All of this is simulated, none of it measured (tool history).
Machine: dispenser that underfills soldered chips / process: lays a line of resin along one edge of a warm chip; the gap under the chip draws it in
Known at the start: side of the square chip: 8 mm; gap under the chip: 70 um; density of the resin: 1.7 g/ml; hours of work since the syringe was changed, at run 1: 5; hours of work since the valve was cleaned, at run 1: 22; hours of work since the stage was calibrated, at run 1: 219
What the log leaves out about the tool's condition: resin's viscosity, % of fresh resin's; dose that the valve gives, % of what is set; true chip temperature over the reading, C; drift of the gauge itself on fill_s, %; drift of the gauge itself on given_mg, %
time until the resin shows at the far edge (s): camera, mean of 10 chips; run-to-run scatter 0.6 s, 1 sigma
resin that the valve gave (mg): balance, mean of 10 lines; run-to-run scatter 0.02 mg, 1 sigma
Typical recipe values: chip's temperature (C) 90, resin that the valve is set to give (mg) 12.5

run,hour,chip's temperature (C),resin that the valve is set to give (mg),hours of work since the syringe was changed,hours of work since the valve was cleaned,hours of work since the stage was calibrated,time until the resin shows at the far edge (s),resin that the valve gave (mg)
1,0,90,12.5,5,22,219,71.7,12.4
2,6.7,76,12.5,9,26,224,179,12.36
# hour 10.5: new syringe of resin
3,14.7,76,12.5,3,31,229,109.8,12.38
4,21.7,76,15.4,7,35,233,147.6,15.21
# hour 29.1: new syringe of resin
5,30.2,76,15.4,1,41,238,92.4,15.18
6,35.3,76,15.4,4,44,242,118.8,15.18
7,45.2,76,15.4,10,50,248,186.3,15.18
# hour 47.2: new syringe of resin
8,51.7,90,13.8,3,54,252,61.5,13.55
9,59.4,90,12.5,8,59,257,89,12.25
# hour 65.4: new syringe of resin
10,70.8,90,12.5,3,66,264,63.9,12.23
11,79.7,90,12.5,9,72,270,99.3,12.23
# hour 83.5: new syringe of resin
12,85.7,90,12.5,1,76,273,54,12.21
13,96.6,90,10.9,8,83,280,92.3,10.57
# hour 101.5: new syringe of resin
14,107.2,93,11.1,4,89,287,56.3,10.73
15,112.2,90,12.5,7,92,290,77.7,12.1
16,116.9,100,13.5,10,95,293,64,13.08
# hour 119.5: new syringe of resin
17,122.3,100,13.5,2,99,296,37.9,13.02
# hour 124.2: dispensing valve cleaned and set on the balance
18,128.3,100,13.5,5,3,299,46.2,13.51
# hour 135.7: stage's temperature calibrated
19,137.7,90,15.9,10,8,1,107,15.88
# hour 139.9: new syringe of resin
20,143.6,102,15.8,2,12,5,36.4,15.77

Run 21, settings as shown, results not yet in. Your forecast:
21,152.1,77,11.8,8,17,10,?,?

{"run 21": {"time until the resin shows at the far edge (s)": 158.1, "resin that the valve gave (mg)": 11.73}}
Take away the tool's hidden state, keep the run-to-run variation as it was, and the same run would have given time until the resin shows at the far edge (s) 89.7, resin that the valve gave (mg) 11.78.
